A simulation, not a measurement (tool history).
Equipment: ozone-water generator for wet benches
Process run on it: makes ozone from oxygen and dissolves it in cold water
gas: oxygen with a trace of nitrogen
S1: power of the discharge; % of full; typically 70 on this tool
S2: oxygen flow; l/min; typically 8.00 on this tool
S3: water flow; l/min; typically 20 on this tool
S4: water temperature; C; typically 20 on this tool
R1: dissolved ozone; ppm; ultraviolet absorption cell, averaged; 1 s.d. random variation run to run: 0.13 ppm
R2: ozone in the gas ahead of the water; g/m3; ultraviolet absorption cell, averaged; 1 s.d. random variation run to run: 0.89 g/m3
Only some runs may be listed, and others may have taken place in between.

run    hour  S1    S2  S3  S4    R1     R2
  1     0.0  70  8.00  20  20  15.0  148.2
  2    74.8  70  8.00  20  20  15.1  148.6
  3   211.8  70  8.00  20  24  14.1  148.7
  4   319.4  70  8.00  20  24  13.9  146.7
  5   398.7  70  8.00  20  24  14.0  147.4
  6   489.8  70  8.00  20  24  13.6  147.5
  7   643.2  70  8.00  20  24  13.8  148.6
  8   768.8  70  8.00  20  24  14.0  147.0
  9   881.4  70  8.00  25  20  12.8  145.3
 10   944.3  70  8.00  25  20  13.0  148.7
 11  1061.0  94  8.00  12  18  26.6  183.4
     1110.0  -- contactor cleaned
 12  1212.7  94  8.00  12  18  26.7  181.9
 13  1321.3  94  8.00  12  18  26.6  182.1
 14  1424.9  79  8.00  15  20  19.9  163.1
 15  1517.8  58  8.00  19  20  13.6  128.5
 16  1594.1  70  6.65  20  20  15.4  164.8
 17  1716.0  70  6.65  20  20  15.4  165.2

What if the next run were any one of these 4? Each begins from the tool's condition after run 17:
  A  1858.5  70  10.12  14  18   ?   ?
  B  1858.5  66   7.36  20  20   ?   ?
  C  1858.5  91   8.00  20  20   ?   ?
  D  1858.5  92   6.65  21  14   ?   ?

run    R1     R2
  A  18.5  127.8
  B  14.6  148.5
  C  18.5  177.5
  D  20.1  200.3
Take away the tool's hidden state, keep each run's random variation, and the runs would have read:
run    R1     R2
  A  18.6  127.9
  B  14.6  148.6
  C  18.5  177.6
  D  20.1  200.5
